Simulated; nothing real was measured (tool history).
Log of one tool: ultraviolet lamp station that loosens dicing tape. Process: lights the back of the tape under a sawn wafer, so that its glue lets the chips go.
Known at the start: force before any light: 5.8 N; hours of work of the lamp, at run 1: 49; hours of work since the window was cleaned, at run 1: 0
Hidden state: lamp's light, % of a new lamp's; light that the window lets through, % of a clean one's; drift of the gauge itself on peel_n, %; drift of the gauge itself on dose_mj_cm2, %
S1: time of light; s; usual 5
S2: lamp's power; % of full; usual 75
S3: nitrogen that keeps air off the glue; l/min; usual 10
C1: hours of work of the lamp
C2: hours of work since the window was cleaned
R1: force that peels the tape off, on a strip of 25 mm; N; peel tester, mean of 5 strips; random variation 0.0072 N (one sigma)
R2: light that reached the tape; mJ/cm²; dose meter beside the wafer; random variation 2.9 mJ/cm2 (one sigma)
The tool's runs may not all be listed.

run,day,S1,S2,S3,C1,C2,R1,R2
1,0.000,5,75,10,49,0,0.241,422
2,1.125,5,75,10,70,22,0.264,422
3,2.562,5,75,10,98,49,0.266,417
4,3.750,5,62,10,120,72,0.357,339
5,5.067,5,62,3,145,97,0.616,340
6,6.112,5,62,3,165,117,0.610,335
7,7.492,5,62,3,192,143,0.638,330
8,8.417,5,75,10,209,161,0.287,402
9,9.371,5,75,13,228,179,0.266,391
10,10.404,5,75,10,247,199,0.283,389
11,11.608,5,75,10,270,222,0.295,386
12,12.692,5,75,10,291,242,0.301,384
13,13.542,5,75,10,307,259,0.293,380
14,14.804,5,75,10,331,283,0.290,382
15,15.958,5,63,5,353,305,0.537,312
16,17.042,3,76,16,374,325,0.630,223
17,18.367,4,96,16,399,351,0.276,377
18,19.446,4,96,16,420,371,0.263,371
# day 19.579: window cleaned of glue's vapour
19,20.125,5,84,20,433,10,0.259,384
20,20.854,5,87,10,447,24,0.288,401
21,21.462,5,81,10,458,36,0.306,369
22,22.075,5,79,4,470,48,0.505,355
23,22.792,8,75,7,484,61,0.224,535
24,23.383,8,65,10,495,73,0.222,466
# day 24.129: window cleaned of glue's vapour, once more
25,24.396,8,65,10,514,5,0.204,544
26,25.600,5,75,14,537,28,0.266,380
27,26.329,3,76,13,551,42,0.642,235

4 ways to go on from here, each from the tool as it stands after run 27. What would each give?
A,27.192,5,65,17,567,59,?,?
B,27.192,8,91,5,567,59,?,?
C,27.192,7,85,16,567,59,?,?
D,27.192,5,90,5,567,59,?,?

run,R1,R2
A,0.322,329
B,0.207,739
C,0.186,601
D,0.286,455
Without the tool's hidden state the same runs would have given:
run,R1,R2
A,0.276,367
B,0.203,824
C,0.183,671
D,0.249,508
